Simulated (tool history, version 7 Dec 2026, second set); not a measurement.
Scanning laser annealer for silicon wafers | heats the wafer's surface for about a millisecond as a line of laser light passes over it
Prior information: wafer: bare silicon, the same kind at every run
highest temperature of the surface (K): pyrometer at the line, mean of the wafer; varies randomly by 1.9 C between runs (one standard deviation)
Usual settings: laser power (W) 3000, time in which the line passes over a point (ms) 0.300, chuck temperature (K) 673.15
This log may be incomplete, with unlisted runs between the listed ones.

run   hour  laser power (W)  time in which the line passes over a point (ms)  chuck temperature (K)  highest temperature of the surface (K)
  1    0.0             3000                                            0.300                 673.15                                 1363.15
  2   12.9             3000                                            0.300                 673.15                                 1358.15
  3   18.9             3000                                            0.277                 673.15                                 1330.15
  4   25.3             3000                                            0.277                 673.15                                 1328.15
  5   35.6             3000                                            0.277                 673.15                                 1330.15
  6   48.1             3000                                            0.277                 673.15                                 1325.15
  7   60.7             2892                                            0.277                 673.15                                 1297.15
  8   68.4             3000                                            0.300                 673.15                                 1359.15
  9   75.9             3000                                            0.300                 673.15                                 1359.15
 10   86.5             3000                                            0.301                 673.15                                 1359.15
 11   94.5             3000                                            0.301                 673.15                                 1357.15
 12  101.6             3000                                            0.301                 673.15                                 1362.15
 13  110.3             3000                                            0.301                 673.15                                 1361.15
 14  119.7             2555                                            0.300                 673.15                                 1230.15
 15  126.9             3000                                            0.302                 673.15                                 1359.15
 16  135.2             3000                                            0.302                 673.15                                 1357.15
 17  146.5             2878                                            0.288                 695.15                                 1327.15
 18  151.9             2551                                            0.214                 695.15                                 1148.15
 19  160.1             2952                                            0.214                 695.15                                 1242.15
 20  171.2             2962                                            0.214                 695.15                                 1246.15

Expected results for the next run?
 21  177.5             3009                                            0.214                 695.15                                       ?

Run 21 produced highest temperature of the surface (K) 1254.15.
On a tool with no hidden condition, and with the same random variation, this run would have come out at highest temperature of the surface (K) 1281.15.
